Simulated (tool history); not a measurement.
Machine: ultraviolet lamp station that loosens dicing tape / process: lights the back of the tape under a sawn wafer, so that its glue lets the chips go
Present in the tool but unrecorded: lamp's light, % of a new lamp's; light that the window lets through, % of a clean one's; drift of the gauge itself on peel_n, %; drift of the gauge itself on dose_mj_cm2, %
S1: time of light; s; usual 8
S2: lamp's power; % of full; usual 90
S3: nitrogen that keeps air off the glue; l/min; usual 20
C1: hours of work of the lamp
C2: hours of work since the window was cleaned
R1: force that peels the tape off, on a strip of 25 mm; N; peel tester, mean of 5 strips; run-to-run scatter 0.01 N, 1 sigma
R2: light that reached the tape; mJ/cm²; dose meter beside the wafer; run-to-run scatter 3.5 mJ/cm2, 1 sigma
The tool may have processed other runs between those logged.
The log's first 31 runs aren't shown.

| run | hour | S1 | S2 | S3 | C1 | C2 | R1 | R2 |
|---|---|---|---|---|---|---|---|---|
| 32 | 470.1 | 5 | 81 | 28 | 369 | 19 | 1.298 | 289 |
| 33 | 489.6 | 5 | 81 | 28 | 377 | 27 | 1.302 | 286 |
| 34 | 499.2 | 12 | 90 | 20 | 381 | 31 | 0.3 | 757 |
| 35 | 514.7 | 7 | 66 | 14 | 387 | 37 | 1.74 | 318 |
| 36 | 532.2 | 5 | 90 | 8 | 394 | 44 | 2.605 | 315 |
| 37 | 541.2 | 8 | 90 | 20 | 398 | 48 | 0.557 | 502 |
| 38 | 554.6 | 7 | 85 | 18 | 403 | 53 | 0.892 | 416 |
| 39 | 564.9 | 7 | 85 | 18 | 407 | 57 | 0.931 | 409 |
| 40 | 574.1 | 6 | 63 | 10 | 411 | 61 | 2.824 | 257 |
| 41 | 592.4 | 12 | 73 | 14 | 418 | 68 | 0.533 | 603 |
| 42 | 605 | 13 | 89 | 11 | 423 | 73 | 0.414 | 789 |
| 43 | 621.6 | 11 | 66 | 15 | 430 | 80 | 0.741 | 489 |
| 44 | 631.8 | 11 | 66 | 15 | 434 | 84 | 0.751 | 488 |
| 45 | 646.9 | 10 | 73 | 7 | 440 | 90 | 1.501 | 495 |

What if the next run were any one of these 3? Each begins from the tool's condition after run 45:
| A | 656.3 | 8 | 90 | 38 | 444 | 94 | ? | ? |
| B | 656.3 | 4 | 90 | 24 | 444 | 94 | ? | ? |
| C | 656.3 | 10 | 81 | 7 | 444 | 94 | ? | ? |

| run | R1 | R2 |
|---|---|---|
| A | 0.394 | 483 |
| B | 1.89 | 244 |
| C | 1.162 | 540 |
Without the tool's hidden state the same runs would have given:
| run | R1 | R2 |
|---|---|---|
| A | 0.31 | 581 |
| B | 1.395 | 293 |
| C | 0.815 | 649 |
